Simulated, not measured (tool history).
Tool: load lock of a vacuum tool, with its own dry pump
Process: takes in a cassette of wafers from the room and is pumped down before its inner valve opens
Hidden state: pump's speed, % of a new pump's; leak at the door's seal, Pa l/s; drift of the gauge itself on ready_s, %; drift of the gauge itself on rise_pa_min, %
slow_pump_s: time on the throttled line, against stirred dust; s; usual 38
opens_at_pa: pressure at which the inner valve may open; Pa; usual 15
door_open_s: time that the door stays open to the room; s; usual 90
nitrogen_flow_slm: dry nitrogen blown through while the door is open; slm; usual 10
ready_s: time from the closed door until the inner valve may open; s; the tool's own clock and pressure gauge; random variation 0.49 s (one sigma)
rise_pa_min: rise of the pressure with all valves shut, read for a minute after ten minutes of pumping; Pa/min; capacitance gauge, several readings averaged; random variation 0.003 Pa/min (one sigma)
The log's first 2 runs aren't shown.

run	hour	slow_pump_s	opens_at_pa	door_open_s	nitrogen_flow_slm	hours that the pump has run since its overhaul	times that the door has closed on its seal	incoming humidity of the room's air, %	ready_s	rise_pa_min
3	1049.3	48	15	90	10	9362	50097	46.6	77.5	0.283
4	1376.8	48	15	90	10	9689	51582	43.2	77.1	0.291
5	1653.4	48	15	226	10	9966	52835	46.1	76.0	0.338
6	2269.0	48	15	226	10	10582	55626	49.4	76.9	0.370
7	2663.6	48	15	226	10	10976	57415	45.7	76.5	0.378
8	3026.3	48	15	226	10	11339	59060	44.3	76.6	0.391
9	3426.6	38	10	90	10	11739	60874	45.5	73.3	0.374
10	3778.6	38	25	90	10	12091	62470	44.5	67.9	0.376
11	4172.5	38	25	90	10	12485	64256	45.6	68.1	0.403
# hour 4215.4: door's seal changed, seat wiped
12	4595.7	38	15	69	10	12907	1725	42.6	71.7	0.031
13	5194.9	38	15	90	10	13506	4441	44.5	71.6	0.044
14	5813.0	38	15	90	10	14124	7243	46.8	72.1	0.052
15	6443.9	38	15	90	10	14755	10103	44.8	73.5	0.058
16	6766.1	38	15	90	10	15077	11564	47.3	72.1	0.065
17	7395.9	38	15	48	10	15707	14420	43.7	73.8	0.065
18	7745.0	38	15	48	10	16056	16002	45.4	73.4	0.068
19	8381.2	38	15	48	10	16692	18886	47.1	74.1	0.076
20	9015.1	34	16	90	10	17326	21760	49.7	71.7	0.106
# hour 9381.5: dry pump taken out, an overhauled one fitted
21	9671.0	22	29	26	9	289	24706	43.3	50.8	0.093

Run 22 comes next. What will it give?
22	10042.9	21	29	26	6	661	26392	45.8	?	?

Run 22 gave ready_s 51.0 s, rise_pa_min 0.108 Pa/min.
Without the tool's hidden state the same run would have given ready_s 50.4 s, rise_pa_min 0.025 Pa/min.
